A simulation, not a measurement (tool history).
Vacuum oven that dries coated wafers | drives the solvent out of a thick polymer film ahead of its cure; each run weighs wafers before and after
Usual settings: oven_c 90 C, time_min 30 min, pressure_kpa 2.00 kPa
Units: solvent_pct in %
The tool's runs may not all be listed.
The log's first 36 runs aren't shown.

run	hour	oven_c	time_min	pressure_kpa	solvent_pct
37	1290.6	92	20	4.43	4.17
38	1345.8	94	30	2.00	1.60
39	1370.3	94	30	2.00	1.62
40	1424.4	94	24	6.35	4.18
41	1463.8	94	24	6.35	4.21
42	1490.0	93	30	1.47	1.52
43	1529.7	93	34	1.47	1.36
44	1565.2	93	34	1.47	1.38
45	1592.5	78	15	1.47	7.71
46	1635.7	87	34	2.67	3.27
47	1691.8	87	34	2.67	3.29
48	1733.2	90	20	2.00	3.72

3 ways to go on from here, each from the tool as it stands after run 48. What would each give?
A	1760.0	102	30	1.53	?
B	1760.0	78	20	5.27	?
C	1760.0	90	30	7.38	?

run	solvent_pct
A	0.73
B	8.93
C	5.49
Without the tool's hidden state the same runs would have given:
run	solvent_pct
A	0.61
B	8.30
C	4.87

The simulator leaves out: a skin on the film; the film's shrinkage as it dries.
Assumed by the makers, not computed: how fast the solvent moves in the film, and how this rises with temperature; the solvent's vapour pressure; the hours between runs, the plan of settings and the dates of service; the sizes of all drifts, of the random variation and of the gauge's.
